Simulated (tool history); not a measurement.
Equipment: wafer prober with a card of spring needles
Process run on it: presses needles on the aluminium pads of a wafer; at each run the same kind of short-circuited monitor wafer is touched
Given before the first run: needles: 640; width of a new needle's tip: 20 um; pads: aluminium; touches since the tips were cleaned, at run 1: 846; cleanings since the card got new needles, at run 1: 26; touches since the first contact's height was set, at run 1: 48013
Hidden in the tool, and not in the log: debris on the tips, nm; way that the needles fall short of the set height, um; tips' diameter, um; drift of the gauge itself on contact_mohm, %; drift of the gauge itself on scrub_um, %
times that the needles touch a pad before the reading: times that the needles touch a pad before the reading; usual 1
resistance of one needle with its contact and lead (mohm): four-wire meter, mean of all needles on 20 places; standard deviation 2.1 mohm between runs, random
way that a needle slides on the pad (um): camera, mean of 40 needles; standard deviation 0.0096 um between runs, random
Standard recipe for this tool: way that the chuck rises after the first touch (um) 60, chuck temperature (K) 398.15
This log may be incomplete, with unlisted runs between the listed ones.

run	day	way that the chuck rises after the first touch (um)	chuck temperature (K)	times that the needles touch a pad before the reading	touches since the tips were cleaned	cleanings since the card got new needles	touches since the first contact's height was set	resistance of one needle with its contact and lead (mohm)	way that a needle slides on the pad (um)
1	0.000	60	398.15	1	846	26	48013	316	9.663
2	0.996	60	331.15	1	6520	26	53687	451	9.630
# day 1.512: tips cleaned on abrasive film
3	1.808	60	331.15	1	1704	27	58305	528	9.592
4	2.658	60	323.15	1	6525	27	63126	477	9.595
# day 3.167: tips cleaned on abrasive film
5	3.629	68	398.15	1	2632	28	68644	356	10.864
6	4.392	68	398.15	1	6967	28	72979	401	10.865
# day 4.812: tips cleaned on abrasive film
# day 5.708: tips cleaned on abrasive film, once more
7	5.712	68	324.15	1	9	30	80464	232	10.838
8	7.008	70	398.15	1	7405	30	87860	392	11.173
# day 7.312: tips cleaned on abrasive film
9	7.858	70	398.15	1	3094	31	92664	355	11.150
# day 8.933: tips cleaned on abrasive film
10	9.092	60	398.15	1	904	32	99677	312	9.508
11	10.146	60	398.15	2	6915	32	105688	365	9.534
# day 10.608: tips cleaned on abrasive film
12	11.071	60	398.15	1	2633	33	110937	405	9.492
# day 12.179: height of the first contact set anew
# day 12.258: tips cleaned on abrasive film
13	12.258	60	398.15	1	0	34	436	244	9.714
14	13.571	60	310.15	1	7475	34	7911	464	9.710
# day 13.938: tips cleaned on abrasive film
15	14.683	60	398.15	1	4263	35	14242	431	9.689
# day 15.542: tips cleaned on abrasive film
16	15.612	60	348.15	1	394	36	19494	269	9.700
17	16.842	60	348.15	1	7412	36	26512	459	9.674
# day 17.142: tips cleaned on abrasive film
18	17.454	43	398.15	2	1764	37	29963	380	6.916
19	18.012	43	398.15	2	4967	37	33166	459	6.920
# day 18.729: tips cleaned on abrasive film
20	19.075	43	398.15	2	1962	38	39186	397	6.921
21	20.233	43	398.15	3	8564	38	45788	394	6.901
# day 20.400: tips cleaned on abrasive film
22	20.921	42	309.15	2	2964	39	49671	448	6.733
# day 22.000: tips cleaned on abrasive film
23	22.200	42	309.15	2	1155	40	56952	352	6.711
24	23.346	47	380.15	2	7686	40	63483	460	7.521
# day 23.642: tips cleaned on abrasive film
25	24.083	73	380.15	1	2515	41	67650	342	11.706
26	25.033	73	380.15	1	7936	41	73071	388	11.725
# day 25.275: tips cleaned on abrasive film
27	26.288	73	380.15	1	5767	42	80195	386	11.711
28	26.846	60	307.15	2	8937	42	83365	369	9.597
# day 26.904: tips cleaned on abrasive film
29	27.925	59	301.15	1	5820	43	89502	473	9.416
# day 28.488: tips cleaned on abrasive film
30	29.117	59	323.15	1	3586	44	96255	435	9.398
31	29.762	59	323.15	1	7267	44	99936	484	9.408
# day 30.117: tips cleaned on abrasive film
32	30.583	59	323.15	1	2655	45	104595	396	9.410

Pick out some run-to-run changes in resistance of one needle with its contact and lead (mohm). Of each, how much would a tool without hidden state show as well, from the settings, what came in and chance, and how much is left for the hidden state and any gauge scatter not in both results compared?
Run 6 -> 7: chuck temperature (K) 398.15 -> 324.15, tips cleaned on abrasive film, tips cleaned on abrasive film, once more. resistance of one needle with its contact and lead (mohm) -169: hidden state -155, all else -14.
Run 12 -> 13: height of the first contact set anew, tips cleaned on abrasive film. resistance of one needle with its contact and lead (mohm) -161: hidden state -157, all else -4.
Run 13 -> 14: chuck temperature (K) 398.15 -> 310.15. resistance of one needle with its contact and lead (mohm) +220: hidden state +238, all else -18.
Run 16 -> 17: settings left as they were, no log entry in between. resistance of one needle with its contact and lead (mohm) +190: hidden state +193, all else -3.

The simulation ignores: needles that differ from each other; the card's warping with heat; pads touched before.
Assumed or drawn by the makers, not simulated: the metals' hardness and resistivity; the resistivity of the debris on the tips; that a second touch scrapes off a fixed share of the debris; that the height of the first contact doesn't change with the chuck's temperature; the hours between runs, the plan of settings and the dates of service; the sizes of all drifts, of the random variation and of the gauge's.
